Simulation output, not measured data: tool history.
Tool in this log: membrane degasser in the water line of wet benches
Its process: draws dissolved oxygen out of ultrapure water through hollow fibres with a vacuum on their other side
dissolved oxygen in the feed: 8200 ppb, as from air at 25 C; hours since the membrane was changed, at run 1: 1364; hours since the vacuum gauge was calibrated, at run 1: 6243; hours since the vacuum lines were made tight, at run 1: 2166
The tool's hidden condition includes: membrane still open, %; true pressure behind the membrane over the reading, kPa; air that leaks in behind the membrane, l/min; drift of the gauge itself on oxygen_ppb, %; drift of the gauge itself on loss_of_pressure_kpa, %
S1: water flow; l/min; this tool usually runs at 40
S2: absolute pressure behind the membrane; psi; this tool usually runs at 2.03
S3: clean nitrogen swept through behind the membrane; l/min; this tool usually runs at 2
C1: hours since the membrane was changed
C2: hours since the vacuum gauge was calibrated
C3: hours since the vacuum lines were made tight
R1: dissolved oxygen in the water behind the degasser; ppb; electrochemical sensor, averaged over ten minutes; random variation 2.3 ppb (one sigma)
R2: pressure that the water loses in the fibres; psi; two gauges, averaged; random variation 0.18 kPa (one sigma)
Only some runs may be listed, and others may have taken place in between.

run 1 day=0 | S1=40 S2=2.03 S3=2 | C1=1364 C2=6243 C3=2166 | R1=472 R2=4.547
run 2 day=4.071 | S1=40 S2=2.03 S3=2 | C1=1462 C2=6341 C3=2264 | R1=475.6 R2=4.508
run 3 day=8.85 | S1=40 S2=2.03 S3=2 | C1=1577 C2=6456 C3=2379 | R1=471.1 R2=4.534
run 4 day=11.467 | S1=40 S2=2.03 S3=2 | C1=1640 C2=6519 C3=2441 | R1=472.8 R2=4.499
run 5 day=16.033 | S1=40 S2=2.03 S3=2 | C1=1749 C2=6628 C3=2551 | R1=469.1 R2=4.537
run 6 day=18.592 | S1=40 S2=2.03 S3=2 | C1=1811 C2=6690 C3=2612 | R1=471.7 R2=4.569
run 7 day=22.508 | S1=36 S2=2.03 S3=2 | C1=1905 C2=6784 C3=2706 | R1=426.3 R2=4.096
run 8 day=27.317 | S1=36 S2=2.03 S3=2 | C1=2020 C2=6899 C3=2822 | R1=433 R2=4.119
-- day=28.504 vacuum gauge calibrated
run 9 day=30.233 | S1=36 S2=2.03 S3=2 | C1=2089 C2=42 C3=2891 | R1=421.7 R2=4.123
run 10 day=32.367 | S1=36 S2=2.03 S3=2 | C1=2141 C2=93 C3=2943 | R1=423 R2=4.09
run 11 day=37.196 | S1=36 S2=2.03 S3=2 | C1=2257 C2=209 C3=3058 | R1=423.1 R2=4.154
run 12 day=39.483 | S1=36 S2=2.03 S3=2 | C1=2312 C2=264 C3=3113 | R1=422.5 R2=4.067
run 13 day=44.554 | S1=40 S2=3.45 S3=2 | C1=2433 C2=385 C3=3235 | R1=837.1 R2=4.548
run 14 day=47.367 | S1=36 S2=2.03 S3=2 | C1=2501 C2=453 C3=3303 | R1=420.9 R2=4.093
run 15 day=51.238 | S1=40 S2=2.03 S3=2 | C1=2594 C2=546 C3=3395 | R1=458.1 R2=4.512
run 16 day=55.767 | S1=40 S2=2.03 S3=2 | C1=2702 C2=654 C3=3504 | R1=461.6 R2=4.561
run 17 day=60.088 | S1=40 S2=4.28 S3=2 | C1=2806 C2=758 C3=3608 | R1=1045.2 R2=4.561
run 18 day=62.379 | S1=40 S2=4.28 S3=2 | C1=2861 C2=813 C3=3663 | R1=1043.5 R2=4.541
run 19 day=65.908 | S1=40 S2=4.28 S3=2 | C1=2946 C2=898 C3=3747 | R1=1050.4 R2=4.57
run 20 day=68.1 | S1=62 S2=2.03 S3=2.02 | C1=2998 C2=950 C3=3800 | R1=661.6 R2=7.104
run 21 day=72.433 | S1=62 S2=2.03 S3=2.02 | C1=3102 C2=1054 C3=3904 | R1=662.5 R2=7.081
run 22 day=76.312 | S1=63 S2=2.42 S3=2 | C1=3195 C2=1147 C3=3997 | R1=827.6 R2=7.127
run 23 day=78.971 | S1=63 S2=2.42 S3=2 | C1=3259 C2=1211 C3=4061 | R1=829.7 R2=7.203
run 24 day=82.883 | S1=32 S2=1.7 S3=2 | C1=3353 C2=1305 C3=4155 | R1=305 R2=3.643
run 25 day=88.154 | S1=33 S2=1.68 S3=3.54 | C1=3480 C2=1432 C3=4281 | R1=185.4 R2=3.796
run 26 day=90.942 | S1=33 S2=4.02 S3=2.6 | C1=3546 C2=1498 C3=4348 | R1=679.9 R2=3.787
run 27 day=93.621 | S1=38 S2=2.03 S3=2 | C1=3611 C2=1563 C3=4413 | R1=441.5 R2=4.312
run 28 day=98.425 | S1=40 S2=2.2 S3=3.17 | C1=3726 C2=1678 C3=4528 | R1=348.4 R2=4.598
run 29 day=100.754 | S1=39 S2=2.03 S3=2 | C1=3782 C2=1734 C3=4584 | R1=455.2 R2=4.476
run 30 day=103.3 | S1=39 S2=2.03 S3=2 | C1=3843 C2=1795 C3=4645 | R1=454.1 R2=4.467
run 31 day=107.654 | S1=39 S2=2.03 S3=2 | C1=3948 C2=1900 C3=4749 | R1=454 R2=4.46

Difference, measured minus no-hidden-state, one row per run. Run-to-run variation is common to both terms; the gauge's own scatter need not be:
run=1 R1=+11 R2=+0.023
run=2 R1=+11.3 R2=+0.026
run=3 R1=+11.4 R2=+0.028
run=4 R1=+11.6 R2=+0.028
run=5 R1=+11.8 R2=+0.03
run=6 R1=+12 R2=+0.032
run=7 R1=+11.2 R2=+0.03
run=8 R1=+11.6 R2=+0.032
run=9 R1=-0.6 R2=+0.032
run=10 R1=-0.6 R2=+0.035
run=11 R1=-0.2 R2=+0.035
run=12 R1=-0.1 R2=+0.036
run=13 R1=+1.4 R2=+0.044
run=14 R1=+0.3 R2=+0.039
run=15 R1=+0.2 R2=+0.045
run=16 R1=+0.5 R2=+0.046
run=17 R1=+3.3 R2=+0.049
run=18 R1=+3.5 R2=+0.049
run=19 R1=+3.7 R2=+0.051
run=20 R1=+0.3 R2=+0.08
run=21 R1=+0.6 R2=+0.083
run=22 R1=+1.2 R2=+0.087
run=23 R1=+1.3 R2=+0.088
run=24 R1=+1.8 R2=+0.046
run=25 R1=+1.6 R2=+0.051
run=26 R1=+5 R2=+0.051
run=27 R1=+2.5 R2=+0.058
run=28 R1=+2.6 R2=+0.064
run=29 R1=+2.9 R2=+0.064
run=30 R1=+3 R2=+0.065
run=31 R1=+3.2 R2=+0.067
